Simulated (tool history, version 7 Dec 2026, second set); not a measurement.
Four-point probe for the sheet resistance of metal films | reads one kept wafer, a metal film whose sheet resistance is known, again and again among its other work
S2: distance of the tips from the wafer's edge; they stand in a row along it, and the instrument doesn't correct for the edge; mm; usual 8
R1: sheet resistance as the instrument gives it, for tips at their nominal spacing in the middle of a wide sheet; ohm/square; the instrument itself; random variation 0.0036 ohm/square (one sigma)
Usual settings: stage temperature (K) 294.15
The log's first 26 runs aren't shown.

run 27 hour=622.1 | stage_temperature_(K)=306.15 S2=73 | R1=17.569671
run 28 hour=649 | stage_temperature_(K)=292.15 S2=26 | R1=17.710321
run 29 hour=677 | stage_temperature_(K)=292.15 S2=26 | R1=17.704852
run 30 hour=711 | stage_temperature_(K)=301.15 S2=26 | R1=17.617236
run 31 hour=734.3 | stage_temperature_(K)=300.15 S2=7 | R1=17.665655
run 32 hour=759.7 | stage_temperature_(K)=294.15 S2=4 | R1=17.835636
run 33 hour=790.6 | stage_temperature_(K)=294.15 S2=4 | R1=17.830781
run 34 hour=818.3 | stage_temperature_(K)=296.15 S2=12 | R1=17.67082
run 35 hour=845.4 | stage_temperature_(K)=301.15 S2=8 | R1=17.644304
run 36 hour=868.4 | stage_temperature_(K)=301.15 S2=8 | R1=17.650024
run 37 hour=887.7 | stage_temperature_(K)=303.15 S2=41 | R1=17.592608
run 38 hour=913.7 | stage_temperature_(K)=303.15 S2=41 | R1=17.595845
run 39 hour=932 | stage_temperature_(K)=294.15 S2=21 | R1=17.680938
run 40 hour=947.3 | stage_temperature_(K)=295.15 S2=11 | R1=17.686226
run 41 hour=967.1 | stage_temperature_(K)=297.15 S2=12 | R1=17.669785
run 42 hour=983.7 | stage_temperature_(K)=295.15 S2=10 | R1=17.697787
run 43 hour=1000.8 | stage_temperature_(K)=308.15 S2=32 | R1=17.544018
run 44 hour=1024.1 | stage_temperature_(K)=294.15 S2=4 | R1=17.824989
run 45 hour=1055.7 | stage_temperature_(K)=301.15 S2=6 | R1=17.676748

Forecast each of these 4 alternatives for the next run:
run A hour=1073.6 | stage_temperature_(K)=293.15 S2=3 | R1=?
run B hour=1073.6 | stage_temperature_(K)=292.15 S2=69 | R1=?
run C hour=1073.6 | stage_temperature_(K)=293.15 S2=28 | R1=?
run D hour=1073.6 | stage_temperature_(K)=292.15 S2=8 | R1=?

run=A R1=17.954746
run=B R1=17.7037
run=C R1=17.690351
run=D R1=17.733461
Without the tool's hidden state the same runs would have given:
run=A R1=18.073814
run=B R1=17.821217
run=C R1=17.807807
run=D R1=17.851156
